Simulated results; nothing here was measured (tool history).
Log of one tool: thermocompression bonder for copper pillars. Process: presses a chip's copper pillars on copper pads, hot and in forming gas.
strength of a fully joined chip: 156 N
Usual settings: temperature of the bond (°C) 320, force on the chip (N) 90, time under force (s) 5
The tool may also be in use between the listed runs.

run   hour  temperature of the bond (°C)  force on the chip (N)  time under force (s)  force that shears a chip off (N)
  1      0                           320                     90                     5                              56.4
  2    9.7                           320                     90                     5                              56.8
  3   23.6                           341                     90                     5                              71.8
  4   42.6                           320                     90                    14                              79.8
  5   56.1                           320                     90                     4                              51.6
  6   77.4                           320                     90                     4                              54.5
  7   88.2                           320                     90                     4                              54.4
  8   98.6                           320                     90                     4                              53.9
  9  108.9                           320                     61                     4                              38.3
 10  129.6                           320                     90                     5                              58.9
 11  146.8                           320                     84                     5                              54.9
 12  158.8                           339                     90                     5                                72
 13  172.1                           339                     90                     5                              74.2
 14  182.6                           339                     90                     5                              72.1
 15  199.2                           339                     90                     5                              73.6
 16  212.5                           332                     90                     5                              68.3
 17  223.3                           326                     90                     5                              60.7
 18  237.6                           314                     90                     5                              52.4
 19  256.4                           314                     90                     5                              51.9
 20  275.4                           314                     90                     5                              51.3
 21  293.5                           314                     81                     5                              46.2
 22  307.4                           320                     85                     8                              62.3
 23  328.2                           295                     85                     4                              32.8
 24  346.8                           295                     85                     4                              31.6
 25  356.7                           312                     85                     4                              42.6
 26    368                           312                     85                     4                              42.5
 27  379.1                           312                     85                     4                              41.8
 28  393.9                           320                    118                     5                              65.4
 29  417.2                           326                     92                    14                              89.2
 30  437.6                           343                     90                     5                              74.1
 31  455.4                           343                     90                     5                              74.1
 32  477.2                           317                     77                    14                              68.6
 33  495.9                           306                     86                    12                              61.5
 34  512.8                           337                     90                    15                              97.3

Taken out of this log: 2 entries between the listed runs. Where each belongs, and how the hidden state differs across it:
Between runs 5 and 6: forming gas filter changed (hour 71.2)
  true temperature of the bond over the reading, C: -4.3 -> -4.4; force that reaches the chip, % of what is set: 96.4 -> 96.3; oxide that the forming gas leaves, % of the face: 6.75 -> 0.63
  measured less the result without the state, force that shears a chip off (N): -8.6 -> -5.3
Between runs 28 and 29: forming gas filter changed (hour 399.9)
  true temperature of the bond over the reading, C: -7 -> -7.2; force that reaches the chip, % of what is set: 95.1 -> 95; oxide that the forming gas leaves, % of the face: 7.16 -> 1.01
  measured less the result without the state, force that shears a chip off (N): -13.9 -> -10.5
